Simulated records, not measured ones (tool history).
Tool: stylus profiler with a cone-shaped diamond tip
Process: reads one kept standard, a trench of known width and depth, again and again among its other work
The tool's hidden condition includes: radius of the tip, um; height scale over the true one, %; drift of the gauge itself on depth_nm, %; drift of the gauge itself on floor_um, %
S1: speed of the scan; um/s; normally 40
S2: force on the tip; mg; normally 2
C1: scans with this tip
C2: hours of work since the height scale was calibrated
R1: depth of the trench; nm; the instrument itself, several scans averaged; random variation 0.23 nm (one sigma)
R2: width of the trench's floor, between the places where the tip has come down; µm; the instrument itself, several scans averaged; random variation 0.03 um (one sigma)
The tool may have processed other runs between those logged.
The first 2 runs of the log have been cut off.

| run | day | S1 | S2 | C1 | C2 | R1 | R2 |
|---|---|---|---|---|---|---|---|
| 3 | 2.821 | 40 | 2 | 1423 | 96 | 1009.38 | 15.5 |
| 4 | 4.958 | 40 | 2 | 1900 | 128 | 1009.31 | 15.36 |
| 5 | 6.683 | 40 | 2 | 2286 | 154 | 1009.54 | 15.27 |
| 6 | 8.675 | 40 | 2 | 2732 | 184 | 1009.72 | 15.18 |
| 7 | 10.1 | 40 | 2 | 3051 | 206 | 1009.99 | 15.05 |
| 8 | 11.871 | 40 | 2 | 3447 | 232 | 1010.1 | 14.98 |
| 9 | 13.442 | 40 | 2 | 3798 | 256 | 1010.21 | 14.93 |
|  | 13.625 | height scale calibrated on a step standard |
| 10 | 14.404 | 54 | 2 | 4009 | 12 | 1010.93 | 14.76 |
| 11 | 15.65 | 54 | 2 | 4288 | 31 | 1011.13 | 14.7 |
| 12 | 16.825 | 19 | 2 | 4551 | 48 | 1011.33 | 14.87 |
| 13 | 18.617 | 12 | 2 | 4952 | 75 | 1011.36 | 14.8 |
| 14 | 19.588 | 57 | 2 | 5169 | 90 | 1011.55 | 14.56 |
| 15 | 21.554 | 57 | 2 | 5609 | 120 | 1011.25 | 14.39 |
|  | 21.8 | height scale calibrated on a step standard, once more |
| 16 | 23.575 | 80 | 1.29 | 6057 | 27 | 1006.85 | 14.07 |
| 17 | 25.304 | 80 | 4.07 | 6443 | 53 | 1014.87 | 14.29 |
| 18 | 26.538 | 80 | 4.07 | 6719 | 71 | 1014.95 | 14.24 |
| 19 | 28.05 | 80 | 4.07 | 7058 | 94 | 1014.89 | 14.11 |
| 20 | 30.071 | 80 | 4.07 | 7509 | 125 | 1015.6 | 14.08 |
| 21 | 31.071 | 85 | 3.24 | 7733 | 140 | 1013.04 | 13.93 |

Run 22 has not been measured yet. What should we expect?
| 22 | 32.529 | 40 | 4.44 | 8060 | 162 | ? | ? |

R1: 1016.36 nm
R2: 14.19 µm
On a tool with no hidden condition, and with the same random variation, this run would have come out at R1 1015.26 nm, R2 15.89 µm.
